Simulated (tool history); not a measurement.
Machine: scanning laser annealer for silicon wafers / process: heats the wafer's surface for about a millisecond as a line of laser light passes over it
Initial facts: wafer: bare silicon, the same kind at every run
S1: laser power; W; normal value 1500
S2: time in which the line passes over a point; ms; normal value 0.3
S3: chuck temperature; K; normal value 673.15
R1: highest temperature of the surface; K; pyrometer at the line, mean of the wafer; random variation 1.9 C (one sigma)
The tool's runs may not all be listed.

Run 1, hour 0: usual settings. Result: R1 1375.15 K.
Run 2, hour 11.4: usual settings but S2 0.246 ms. Result: R1 1304.15 K.
Run 3, hour 18.4: usual settings but S3 711.15 K. Result: R1 1411.15 K.
Run 4, hour 26.5: usual settings. Result: R1 1373.15 K.
Run 5, hour 36.7: usual settings. Result: R1 1373.15 K.
Run 6, hour 46.9: usual settings. Result: R1 1375.15 K.
Run 7, hour 57.2: usual settings. Result: R1 1370.15 K.
Run 8, hour 64.4: usual settings but S1 1544 W, S2 0.316 ms, S3 636.15 K. Result: R1 1379.15 K.
Run 9, hour 73.9: usual settings but S1 1612 W, S2 0.308 ms, S3 646.15 K. Result: R1 1417.15 K.
At hour 77.5: laser's power meter calibrated.
Run 10, hour 86.2: usual settings but S1 1315 W, S3 642.15 K. Result: R1 1233.15 K.

Forecast run 11:
Run 11, hour 91.3: usual settings but S1 1629 W, S2 0.229 ms, S3 695.15 K. Result: R1 ?.

R1: 1364.15 K
On a tool with no hidden condition, and with the same random variation, this run would have come out at R1 1390.15 K.

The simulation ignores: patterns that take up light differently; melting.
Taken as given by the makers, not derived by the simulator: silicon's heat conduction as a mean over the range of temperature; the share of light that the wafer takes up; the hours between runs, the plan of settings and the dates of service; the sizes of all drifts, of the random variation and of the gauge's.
